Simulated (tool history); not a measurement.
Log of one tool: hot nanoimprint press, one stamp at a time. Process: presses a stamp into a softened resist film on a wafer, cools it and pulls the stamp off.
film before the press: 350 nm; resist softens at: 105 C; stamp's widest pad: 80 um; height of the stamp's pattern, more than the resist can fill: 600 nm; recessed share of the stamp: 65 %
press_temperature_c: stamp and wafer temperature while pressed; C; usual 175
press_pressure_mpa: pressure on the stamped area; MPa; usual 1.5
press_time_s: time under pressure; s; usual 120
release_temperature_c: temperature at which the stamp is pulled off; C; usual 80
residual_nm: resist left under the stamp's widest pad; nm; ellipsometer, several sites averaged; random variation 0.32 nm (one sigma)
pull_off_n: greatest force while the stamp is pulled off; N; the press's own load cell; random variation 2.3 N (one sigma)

| run | day | press_temperature_c | press_pressure_mpa | press_time_s | release_temperature_c | residual_nm | pull_off_n |
|---|---|---|---|---|---|---|---|
| 1 | 0 | 175 | 1.5 | 120 | 80 | 154.3 | 200 |
|  | 0.712 | stamp cleaned and given a new release coat |
| 2 | 1.033 | 175 | 1.5 | 120 | 80 | 155.2 | 154 |
| 3 | 2.425 | 175 | 1.5 | 120 | 80 | 155.5 | 161 |
|  | 2.758 | plate thermocouple calibrated |
| 4 | 3.346 | 175 | 1.42 | 120 | 80 | 153.8 | 158 |
| 5 | 4.492 | 175 | 1.5 | 120 | 80 | 150.4 | 171 |
| 6 | 5.979 | 175 | 1.5 | 120 | 80 | 150.4 | 171 |
| 7 | 7.012 | 175 | 1.5 | 120 | 80 | 150.4 | 171 |
| 8 | 8 | 165 | 1.5 | 120 | 80 | 199.9 | 179 |
| 9 | 9.312 | 175 | 1.5 | 120 | 80 | 151.6 | 183 |
| 10 | 10.438 | 175 | 1.5 | 120 | 80 | 151.9 | 187 |
| 11 | 11.771 | 175 | 1.5 | 120 | 80 | 152.2 | 194 |
| 12 | 12.667 | 175 | 1.5 | 120 | 80 | 152.8 | 194 |
|  | 13.962 | stamp cleaned and given a new release coat |
| 13 | 14.292 | 175 | 1.5 | 120 | 80 | 152.8 | 147 |
| 14 | 15.154 | 175 | 1.5 | 120 | 80 | 153.7 | 157 |
| 15 | 16.246 | 175 | 1.5 | 120 | 80 | 153.3 | 161 |
| 16 | 17.154 | 175 | 1.5 | 159 | 85 | 138.3 | 153 |
| 17 | 17.988 | 183 | 1.13 | 120 | 80 | 142.4 | 165 |
| 18 | 18.917 | 170 | 0.98 | 120 | 80 | 212 | 167 |
| 19 | 19.883 | 172 | 1.5 | 137 | 75 | 160.2 | 181 |
| 20 | 20.554 | 175 | 1.23 | 120 | 88 | 169.3 | 165 |
| 21 | 21.362 | 175 | 1.23 | 120 | 88 | 169.5 | 167 |
|  | 21.875 | plate thermocouple calibrated |
| 22 | 22.883 | 175 | 1.25 | 155 | 88 | 151.2 | 175 |
| 23 | 24.075 | 183 | 1.85 | 120 | 82 | 109.3 | 182 |
| 24 | 25.562 | 183 | 1.5 | 120 | 80 | 122.3 | 195 |
| 25 | 26.342 | 185 | 1.5 | 120 | 80 | 116.1 | 197 |
|  | 27.175 | stamp cleaned and given a new release coat |
| 26 | 27.383 | 175 | 1.33 | 117 | 77 | 163.3 | 159 |
| 27 | 28.654 | 170 | 1.5 | 120 | 71 | 176.1 | 170 |
| 28 | 29.312 | 170 | 1.5 | 116 | 81 | 179.3 | 160 |
| 29 | 30.283 | 170 | 1.5 | 116 | 81 | 178.6 | 158 |
| 30 | 31.762 | 170 | 1.5 | 116 | 81 | 178.3 | 168 |

3 ways to go on from here, each from the tool as it stands after run 30. What would each give?
| A | 33.042 | 185 | 1.21 | 116 | 81 | ? | ? |
| B | 33.042 | 167 | 1.5 | 120 | 80 | ? | ? |
| C | 33.042 | 176 | 1.5 | 141 | 80 | ? | ? |

| run | residual_nm | pull_off_n |
|---|---|---|
| A | 132.7 | 172 |
| B | 193.4 | 172 |
| C | 140.9 | 173 |
Without the tool's hidden state the same runs would have given:
| run | residual_nm | pull_off_n |
|---|---|---|
| A | 128.8 | 149 |
| B | 187.4 | 149 |
| C | 136.2 | 150 |
